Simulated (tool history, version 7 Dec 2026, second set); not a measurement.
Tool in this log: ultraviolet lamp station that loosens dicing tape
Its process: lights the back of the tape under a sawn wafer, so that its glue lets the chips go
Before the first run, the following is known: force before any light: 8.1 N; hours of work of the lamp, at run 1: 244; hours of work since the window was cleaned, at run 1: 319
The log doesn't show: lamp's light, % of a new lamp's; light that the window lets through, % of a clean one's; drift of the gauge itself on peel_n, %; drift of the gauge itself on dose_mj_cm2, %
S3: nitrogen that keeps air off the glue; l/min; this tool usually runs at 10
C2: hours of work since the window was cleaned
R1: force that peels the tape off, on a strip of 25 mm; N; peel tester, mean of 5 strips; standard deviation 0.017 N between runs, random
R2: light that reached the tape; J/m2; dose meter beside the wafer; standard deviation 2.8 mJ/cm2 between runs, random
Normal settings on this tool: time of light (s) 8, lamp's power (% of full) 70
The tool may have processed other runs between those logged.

run 1 hour=0.0 | time_of_light_(s)=8 lamp's_power_(%_of_full)=70 S3=10 | hours_of_work_of_the_lamp=244 C2=319 | R1=1.118 R2=3380
run 2 hour=12.9 | time_of_light_(s)=5 lamp's_power_(%_of_full)=70 S3=10 | hours_of_work_of_the_lamp=254 C2=329 | R1=2.250 R2=2090
run 3 hour=19.6 | time_of_light_(s)=5 lamp's_power_(%_of_full)=70 S3=10 | hours_of_work_of_the_lamp=259 C2=334 | R1=2.317 R2=2060
run 4 hour=30.1 | time_of_light_(s)=8 lamp's_power_(%_of_full)=74 S3=10 | hours_of_work_of_the_lamp=267 C2=342 | R1=1.025 R2=3560
run 5 hour=43.1 | time_of_light_(s)=8 lamp's_power_(%_of_full)=79 S3=10 | hours_of_work_of_the_lamp=277 C2=352 | R1=0.950 R2=3760
run 6 hour=55.4 | time_of_light_(s)=8 lamp's_power_(%_of_full)=79 S3=10 | hours_of_work_of_the_lamp=286 C2=361 | R1=0.969 R2=3720
run 7 hour=68.8 | time_of_light_(s)=8 lamp's_power_(%_of_full)=79 S3=10 | hours_of_work_of_the_lamp=296 C2=371 | R1=0.956 R2=3710
run 8 hour=81.7 | time_of_light_(s)=8 lamp's_power_(%_of_full)=60 S3=10 | hours_of_work_of_the_lamp=306 C2=381 | R1=1.522 R2=2810
run 9 hour=92.6 | time_of_light_(s)=8 lamp's_power_(%_of_full)=60 S3=10 | hours_of_work_of_the_lamp=315 C2=390 | R1=1.534 R2=2790
-- hour=93.8 window cleaned of glue's vapour
run 10 hour=100.1 | time_of_light_(s)=8 lamp's_power_(%_of_full)=60 S3=10 | hours_of_work_of_the_lamp=320 C2=5 | R1=1.656 R2=2690
run 11 hour=114.2 | time_of_light_(s)=8 lamp's_power_(%_of_full)=70 S3=8 | hours_of_work_of_the_lamp=331 C2=15 | R1=1.456 R2=3090
run 12 hour=126.4 | time_of_light_(s)=8 lamp's_power_(%_of_full)=70 S3=10 | hours_of_work_of_the_lamp=340 C2=25 | R1=1.285 R2=3070
run 13 hour=140.9 | time_of_light_(s)=8 lamp's_power_(%_of_full)=70 S3=10 | hours_of_work_of_the_lamp=351 C2=36 | R1=1.349 R2=3090
run 14 hour=149.3 | time_of_light_(s)=8 lamp's_power_(%_of_full)=70 S3=10 | hours_of_work_of_the_lamp=357 C2=42 | R1=1.338 R2=3040
run 15 hour=159.4 | time_of_light_(s)=8 lamp's_power_(%_of_full)=70 S3=10 | hours_of_work_of_the_lamp=365 C2=50 | R1=1.350 R2=3080
run 16 hour=172.0 | time_of_light_(s)=8 lamp's_power_(%_of_full)=70 S3=5 | hours_of_work_of_the_lamp=375 C2=59 | R1=1.864 R2=3020
-- hour=174.5 window cleaned of glue's vapour, once more
run 17 hour=181.2 | time_of_light_(s)=8 lamp's_power_(%_of_full)=70 S3=5 | hours_of_work_of_the_lamp=381 C2=5 | R1=1.508 R2=3510
run 18 hour=192.8 | time_of_light_(s)=8 lamp's_power_(%_of_full)=70 S3=5 | hours_of_work_of_the_lamp=390 C2=14 | R1=1.488 R2=3480
run 19 hour=205.4 | time_of_light_(s)=7 lamp's_power_(%_of_full)=68 S3=6 | hours_of_work_of_the_lamp=400 C2=23 | R1=1.772 R2=2950
run 20 hour=215.3 | time_of_light_(s)=7 lamp's_power_(%_of_full)=74 S3=19 | hours_of_work_of_the_lamp=407 C2=31 | R1=0.944 R2=3230
run 21 hour=225.5 | time_of_light_(s)=7 lamp's_power_(%_of_full)=74 S3=19 | hours_of_work_of_the_lamp=415 C2=39 | R1=0.959 R2=3180
run 22 hour=239.6 | time_of_light_(s)=7 lamp's_power_(%_of_full)=70 S3=10 | hours_of_work_of_the_lamp=426 C2=50 | R1=1.401 R2=2920
run 23 hour=253.6 | time_of_light_(s)=5 lamp's_power_(%_of_full)=63 S3=8 | hours_of_work_of_the_lamp=436 C2=60 | R1=2.682 R2=1930
run 24 hour=265.5 | time_of_light_(s)=5 lamp's_power_(%_of_full)=65 S3=5 | hours_of_work_of_the_lamp=445 C2=69 | R1=3.132 R2=1940
run 25 hour=276.7 | time_of_light_(s)=10 lamp's_power_(%_of_full)=65 S3=5 | hours_of_work_of_the_lamp=454 C2=78 | R1=1.242 R2=3880
run 26 hour=287.4 | time_of_light_(s)=10 lamp's_power_(%_of_full)=65 S3=5 | hours_of_work_of_the_lamp=462 C2=86 | R1=1.249 R2=3890
run 27 hour=295.9 | time_of_light_(s)=6 lamp's_power_(%_of_full)=65 S3=18 | hours_of_work_of_the_lamp=468 C2=92 | R1=1.625 R2=2330
run 28 hour=307.0 | time_of_light_(s)=6 lamp's_power_(%_of_full)=89 S3=5 | hours_of_work_of_the_lamp=477 C2=101 | R1=1.757 R2=3140
run 29 hour=313.3 | time_of_light_(s)=6 lamp's_power_(%_of_full)=89 S3=12 | hours_of_work_of_the_lamp=482 C2=106 | R1=1.182 R2=3170
run 30 hour=325.1 | time_of_light_(s)=11 lamp's_power_(%_of_full)=63 S3=12 | hours_of_work_of_the_lamp=491 C2=115 | R1=0.750 R2=4020
run 31 hour=335.4 | time_of_light_(s)=8 lamp's_power_(%_of_full)=89 S3=10 | hours_of_work_of_the_lamp=498 C2=122 | R1=0.795 R2=4100

Predict each of these 4 candidate next runs independently; none follows another, all start after run 31:
run A hour=347.2 | time_of_light_(s)=4 lamp's_power_(%_of_full)=64 S3=14 | hours_of_work_of_the_lamp=507 C2=131 | R1=? R2=?
run B hour=347.2 | time_of_light_(s)=14 lamp's_power_(%_of_full)=85 S3=17 | hours_of_work_of_the_lamp=507 C2=131 | R1=? R2=?
run C hour=347.2 | time_of_light_(s)=8 lamp's_power_(%_of_full)=89 S3=16 | hours_of_work_of_the_lamp=507 C2=131 | R1=? R2=?
run D hour=347.2 | time_of_light_(s)=12 lamp's_power_(%_of_full)=75 S3=17 | hours_of_work_of_the_lamp=507 C2=131 | R1=? R2=?

run=A R1=3.125 R2=1480
run=B R1=0.292 R2=6900
run=C R1=0.624 R2=4120
run=D R1=0.406 R2=5220
Had the tool no hidden state, the same runs would have come out as:
run=A R1=2.463 R2=1850
run=B R1=0.256 R2=8620
run=C R1=0.420 R2=5150
run=D R1=0.301 R2=6530
